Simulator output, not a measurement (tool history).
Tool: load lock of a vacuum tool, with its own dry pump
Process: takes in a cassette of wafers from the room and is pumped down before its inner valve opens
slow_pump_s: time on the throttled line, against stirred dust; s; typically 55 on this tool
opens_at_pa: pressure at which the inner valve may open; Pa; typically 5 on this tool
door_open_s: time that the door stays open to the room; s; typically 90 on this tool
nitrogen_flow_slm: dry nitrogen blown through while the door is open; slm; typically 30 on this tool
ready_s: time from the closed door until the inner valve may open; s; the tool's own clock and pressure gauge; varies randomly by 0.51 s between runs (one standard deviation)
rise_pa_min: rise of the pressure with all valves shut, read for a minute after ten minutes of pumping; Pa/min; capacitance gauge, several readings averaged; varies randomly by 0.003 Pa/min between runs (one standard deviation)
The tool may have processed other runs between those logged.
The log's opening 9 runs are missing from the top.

run,day,slow_pump_s,opens_at_pa,door_open_s,nitrogen_flow_slm,hours that the pump has run since its overhaul,times that the door has closed on its seal,"incoming humidity of the room's air, %",ready_s,rise_pa_min
10,25.238,55,5,53,30,2135,16998,44.1,82.1,0.195
11,27.612,55,9,90,30,2192,17257,47.0,81.4,0.203
12,31.625,55,9,90,30,2288,17695,43.1,80.9,0.209
13,35.729,55,9,90,30,2387,18142,46.8,79.9,0.220
14,38.104,55,5,90,30,2444,18401,45.0,82.2,0.222
15,40.975,55,5,90,30,2512,18714,49.2,82.2,0.226
16,43.129,55,5,90,30,2564,18949,48.8,82.5,0.235
17,46.521,55,5,90,30,2646,19319,44.5,81.9,0.236
18,49.488,55,5,30,30,2717,19643,46.0,81.8,0.233
19,51.662,55,5,30,30,2769,19879,46.3,82.0,0.235
20,55.217,59,5,187,30,2854,20267,45.2,86.2,0.266

Predict the results of run 21:
21,59.546,55,5,83,19,2958,20739,42.1,?,?

{"run 21": {"ready_s": 82.1, "rise_pa_min": 0.268}}
Minus the tool's unlogged condition, the same run would have read ready_s 81.5 s, rise_pa_min 0.036 Pa/min.

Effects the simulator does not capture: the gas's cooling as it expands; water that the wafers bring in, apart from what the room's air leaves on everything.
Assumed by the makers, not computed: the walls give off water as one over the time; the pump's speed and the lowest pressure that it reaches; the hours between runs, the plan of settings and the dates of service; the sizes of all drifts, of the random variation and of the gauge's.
